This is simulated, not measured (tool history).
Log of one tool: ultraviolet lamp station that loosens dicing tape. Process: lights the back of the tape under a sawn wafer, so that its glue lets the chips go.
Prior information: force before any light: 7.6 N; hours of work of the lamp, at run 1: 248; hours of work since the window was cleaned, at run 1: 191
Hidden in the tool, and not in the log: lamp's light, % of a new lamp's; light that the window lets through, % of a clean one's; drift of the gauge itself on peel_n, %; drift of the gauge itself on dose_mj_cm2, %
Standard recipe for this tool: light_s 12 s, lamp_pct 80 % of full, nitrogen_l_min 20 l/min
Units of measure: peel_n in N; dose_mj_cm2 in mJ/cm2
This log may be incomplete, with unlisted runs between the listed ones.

| run | hour | light_s | lamp_pct | nitrogen_l_min | hours of work of the lamp | hours of work since the window was cleaned | peel_n | dose_mj_cm2 |
|---|---|---|---|---|---|---|---|---|
| 1 | 0 | 12 | 80 | 20 | 248 | 191 | 0.961 | 249 |
| 2 | 11.1 | 12 | 76 | 20 | 254 | 197 | 1.081 | 235 |
| 3 | 23.3 | 9 | 76 | 20 | 260 | 204 | 1.664 | 173 |
| 4 | 33 | 9 | 76 | 20 | 266 | 209 | 1.673 | 172 |
| 5 | 44.5 | 9 | 76 | 20 | 272 | 215 | 1.632 | 165 |
| 6 | 57.5 | 9 | 76 | 20 | 278 | 222 | 1.671 | 171 |
| 7 | 72 | 12 | 70 | 20 | 286 | 229 | 1.261 | 211 |
| 8 | 86.4 | 12 | 70 | 20 | 294 | 237 | 1.256 | 212 |
| 9 | 100.1 | 12 | 70 | 21 | 301 | 244 | 1.192 | 205 |
| 10 | 114.4 | 12 | 70 | 21 | 309 | 252 | 1.243 | 208 |
| 11 | 126.6 | 12 | 80 | 20 | 315 | 258 | 1.034 | 240 |
| 12 | 138.2 | 12 | 80 | 20 | 321 | 264 | 1.048 | 238 |
| 13 | 152.7 | 8 | 80 | 20 | 329 | 272 | 1.868 | 157 |
| 14 | 159.4 | 12 | 80 | 20 | 332 | 276 | 1.074 | 236 |
| 15 | 171.7 | 12 | 80 | 33 | 339 | 282 | 0.896 | 238 |
| 16 | 184.7 | 12 | 89 | 14 | 346 | 289 | 0.96 | 257 |
| 17 | 196.6 | 20 | 97 | 14 | 352 | 295 | 0.33 | 476 |
| 18 | 209.9 | 20 | 75 | 14 | 359 | 302 | 0.535 | 367 |
| 19 | 224.1 | 24 | 94 | 20 | 367 | 310 | 0.234 | 543 |
| 20 | 231.6 | 9 | 62 | 32 | 371 | 314 | 2.141 | 139 |
| 21 | 239.3 | 11 | 65 | 31 | 375 | 318 | 1.458 | 168 |
| 22 | 245.8 | 11 | 65 | 31 | 378 | 321 | 1.548 | 174 |
| 23 | 258.3 | 11 | 65 | 31 | 385 | 328 | 1.551 | 171 |
| 24 | 265.7 | 11 | 65 | 31 | 389 | 332 | 1.501 | 169 |
| 25 | 279.9 | 23 | 89 | 17 | 396 | 339 | 0.279 | 484 |
| 26 | 294.4 | 14 | 87 | 9 | 404 | 347 | 1.003 | 291 |
| 27 | 305 | 14 | 72 | 9 | 409 | 353 | 1.442 | 239 |
| 28 | 311.4 | 12 | 95 | 36 | 413 | 356 | 0.654 | 266 |
| 29 | 319 | 12 | 95 | 36 | 417 | 360 | 0.667 | 266 |
| 30 | 332 | 7 | 80 | 20 | 424 | 367 | 2.336 | 130 |

Alternative continuations, all from the tool just after run 30; predict every row:
| A | 339.3 | 7 | 63 | 20 | 428 | 371 | ? | ? |
| B | 339.3 | 7 | 80 | 24 | 428 | 371 | ? | ? |
| C | 339.3 | 12 | 76 | 20 | 428 | 371 | ? | ? |

| run | peel_n | dose_mj_cm2 |
|---|---|---|
| A | 3.129 | 102 |
| B | 2.31 | 130 |
| C | 1.168 | 212 |
Take away the tool's hidden state, keep each run's random variation, and the runs would have read:
| run | peel_n | dose_mj_cm2 |
|---|---|---|
| A | 2.508 | 128 |
| B | 1.741 | 162 |
| C | 0.784 | 265 |

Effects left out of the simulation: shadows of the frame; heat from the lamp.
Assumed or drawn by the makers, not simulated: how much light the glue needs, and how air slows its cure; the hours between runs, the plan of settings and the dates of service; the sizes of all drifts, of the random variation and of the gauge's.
